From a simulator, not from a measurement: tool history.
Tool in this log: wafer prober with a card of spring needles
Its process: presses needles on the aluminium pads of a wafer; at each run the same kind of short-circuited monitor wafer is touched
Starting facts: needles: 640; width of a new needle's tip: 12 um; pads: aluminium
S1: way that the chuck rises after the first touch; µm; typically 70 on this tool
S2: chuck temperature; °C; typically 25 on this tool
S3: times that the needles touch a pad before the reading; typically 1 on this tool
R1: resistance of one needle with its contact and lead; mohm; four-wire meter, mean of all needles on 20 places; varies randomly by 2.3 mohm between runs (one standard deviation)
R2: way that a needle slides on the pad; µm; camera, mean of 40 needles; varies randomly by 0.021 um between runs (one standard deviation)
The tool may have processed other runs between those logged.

{"run": 1, "day": 0.0, "S1": 70, "S2": 25, "S3": 1, "R1": 289, "R2": 10.36}
{"day": 0.104, "done": "tips cleaned on abrasive film"}
{"day": 0.325, "done": "tips cleaned on abrasive film"}
{"day": 0.542, "done": "tips cleaned on abrasive film"}
{"run": 2, "day": 0.733, "S1": 70, "S2": 25, "S3": 1, "R1": 304, "R2": 10.34}
{"day": 0.788, "done": "tips cleaned on abrasive film"}
{"day": 1.042, "done": "tips cleaned on abrasive film"}
{"day": 1.054, "done": "height of the first contact set anew"}
{"run": 3, "day": 1.225, "S1": 70, "S2": 25, "S3": 1, "R1": 299, "R2": 10.55}
{"day": 1.279, "done": "tips cleaned on abrasive film"}
{"day": 1.512, "done": "tips cleaned on abrasive film"}
{"run": 4, "day": 1.683, "S1": 70, "S2": 25, "S3": 1, "R1": 302, "R2": 10.58}
{"day": 1.738, "done": "tips cleaned on abrasive film"}
{"day": 1.967, "done": "tips cleaned on abrasive film"}
{"day": 2.183, "done": "tips cleaned on abrasive film"}
{"run": 5, "day": 2.254, "S1": 70, "S2": 25, "S3": 1, "R1": 279, "R2": 10.5}
{"day": 2.408, "done": "tips cleaned on abrasive film"}
{"day": 2.654, "done": "tips cleaned on abrasive film"}
{"day": 2.9, "done": "tips cleaned on abrasive film"}
{"run": 6, "day": 3.012, "S1": 70, "S2": 69, "S3": 1, "R1": 303, "R2": 10.53}
{"day": 3.142, "done": "tips cleaned on abrasive film"}
{"day": 3.371, "done": "tips cleaned on abrasive film"}
{"run": 7, "day": 3.571, "S1": 70, "S2": 69, "S3": 1, "R1": 317, "R2": 10.54}
{"day": 3.621, "done": "tips cleaned on abrasive film"}
{"day": 3.85, "done": "tips cleaned on abrasive film"}
{"run": 8, "day": 3.942, "S1": 70, "S2": 25, "S3": 2, "R1": 275, "R2": 10.48}
{"day": 4.083, "done": "tips cleaned on abrasive film"}
{"day": 4.329, "done": "tips cleaned on abrasive film"}
{"run": 9, "day": 4.392, "S1": 70, "S2": 37, "S3": 1, "R1": 283, "R2": 10.46}
{"day": 4.538, "done": "tips cleaned on abrasive film"}
{"day": 4.775, "done": "tips cleaned on abrasive film"}
{"day": 5.012, "done": "tips cleaned on abrasive film"}
{"run": 10, "day": 5.083, "S1": 57, "S2": 37, "S3": 1, "R1": 287, "R2": 8.49}
{"day": 5.254, "done": "tips cleaned on abrasive film"}
{"day": 5.504, "done": "tips cleaned on abrasive film"}
{"day": 5.75, "done": "tips cleaned on abrasive film"}
{"run": 11, "day": 5.833, "S1": 57, "S2": 37, "S3": 1, "R1": 288, "R2": 8.48}
{"day": 5.983, "done": "tips cleaned on abrasive film"}
{"day": 6.2, "done": "tips cleaned on abrasive film"}
{"day": 6.438, "done": "tips cleaned on abrasive film"}
{"run": 12, "day": 6.55, "S1": 57, "S2": 37, "S3": 1, "R1": 297, "R2": 8.43}
{"day": 6.675, "done": "tips cleaned on abrasive film"}
{"day": 6.912, "done": "tips cleaned on abrasive film"}
{"run": 13, "day": 6.954, "S1": 57, "S2": 37, "S3": 1, "R1": 275, "R2": 8.45}
{"day": 7.154, "done": "tips cleaned on abrasive film"}
{"day": 7.383, "done": "tips cleaned on abrasive film"}
{"run": 14, "day": 7.533, "S1": 57, "S2": 37, "S3": 1, "R1": 305, "R2": 8.42}
{"day": 7.625, "done": "tips cleaned on abrasive film"}
{"day": 7.867, "done": "tips cleaned on abrasive film"}
{"day": 8.117, "done": "tips cleaned on abrasive film"}
{"run": 15, "day": 8.138, "S1": 58, "S2": 84, "S3": 1, "R1": 295, "R2": 8.55}
{"day": 8.329, "done": "tips cleaned on abrasive film"}
{"day": 8.583, "done": "tips cleaned on abrasive film"}
{"run": 16, "day": 8.671, "S1": 60, "S2": 29, "S3": 1, "R1": 288, "R2": 8.85}
{"day": 8.804, "done": "tips cleaned on abrasive film"}
{"day": 9.017, "done": "height of the first contact set anew"}
{"day": 9.071, "done": "tips cleaned on abrasive film"}
{"run": 17, "day": 9.162, "S1": 60, "S2": 29, "S3": 1, "R1": 285, "R2": 9.03}
{"day": 9.321, "done": "tips cleaned on abrasive film"}
{"day": 9.575, "done": "tips cleaned on abrasive film"}
{"run": 18, "day": 9.575, "S1": 70, "S2": 29, "S3": 2, "R1": 261, "R2": 10.59}
{"day": 9.796, "done": "tips cleaned on abrasive film"}
{"day": 10.017, "done": "tips cleaned on abrasive film"}
{"day": 10.254, "done": "tips cleaned on abrasive film"}
{"run": 19, "day": 10.288, "S1": 84, "S2": 111, "S3": 2, "R1": 291, "R2": 12.64}
{"day": 10.483, "done": "tips cleaned on abrasive film"}
{"day": 10.733, "done": "tips cleaned on abrasive film"}
{"day": 10.971, "done": "tips cleaned on abrasive film"}
{"run": 20, "day": 11.021, "S1": 71, "S2": 111, "S3": 1, "R1": 306, "R2": 10.68}
{"day": 11.2, "done": "tips cleaned on abrasive film"}
{"run": 21, "day": 11.383, "S1": 71, "S2": 111, "S3": 1, "R1": 329, "R2": 10.69}
{"day": 11.438, "done": "tips cleaned on abrasive film"}
{"day": 11.683, "done": "tips cleaned on abrasive film"}
{"run": 22, "day": 11.825, "S1": 70, "S2": 40, "S3": 1, "R1": 297, "R2": 10.48}
{"day": 11.933, "done": "tips cleaned on abrasive film"}
{"day": 12.158, "done": "tips cleaned on abrasive film"}
{"day": 12.396, "done": "tips cleaned on abrasive film"}
{"run": 23, "day": 12.583, "S1": 70, "S2": 40, "S3": 1, "R1": 306, "R2": 10.5}
{"day": 12.638, "done": "tips cleaned on abrasive film"}
{"day": 12.896, "done": "tips cleaned on abrasive film"}
{"day": 13.129, "done": "tips cleaned on abrasive film"}
{"run": 24, "day": 13.188, "S1": 60, "S2": 54, "S3": 2, "R1": 276, "R2": 8.95}
{"day": 13.354, "done": "tips cleaned on abrasive film"}
{"day": 13.6, "done": "tips cleaned on abrasive film"}
{"day": 13.846, "done": "tips cleaned on abrasive film"}
{"run": 25, "day": 13.858, "S1": 79, "S2": 25, "S3": 2, "R1": 259, "R2": 11.79}
{"day": 14.096, "done": "tips cleaned on abrasive film"}
{"day": 14.308, "done": "tips cleaned on abrasive film"}
{"run": 26, "day": 14.308, "S1": 69, "S2": 27, "S3": 2, "R1": 260, "R2": 10.22}

Each row is a separate what-if for the run after 26, all from the same tool condition, not one after another. Results?
{"day": 14.517, "done": "tips cleaned on abrasive film"}
{"run": "A", "day": 14.692, "S1": 62, "S2": 123, "S3": 1, "R1": "?", "R2": "?"}
{"day": 14.517, "done": "tips cleaned on abrasive film"}
{"run": "B", "day": 14.692, "S1": 52, "S2": 31, "S3": 2, "R1": "?", "R2": "?"}
{"day": 14.517, "done": "tips cleaned on abrasive film"}
{"run": "C", "day": 14.692, "S1": 69, "S2": 27, "S3": 2, "R1": "?", "R2": "?"}
{"day": 14.517, "done": "tips cleaned on abrasive film"}
{"run": "D", "day": 14.692, "S1": 69, "S2": 27, "S3": 2, "R1": "?", "R2": "?"}
{"day": 14.517, "done": "tips cleaned on abrasive film"}
{"run": "E", "day": 14.692, "S1": 80, "S2": 113, "S3": 2, "R1": "?", "R2": "?"}

run=A R1=331 R2=9.19
run=B R1=294 R2=7.71
run=C R1=284 R2=10.27
run=D R1=280 R2=10.22
run=E R1=306 R2=11.94
With no hidden state in the tool, these same runs would have given:
run=A R1=289 R2=9.36
run=B R1=260 R2=7.88
run=C R1=261 R2=10.45
run=D R1=257 R2=10.4
run=E R1=285 R2=12.11
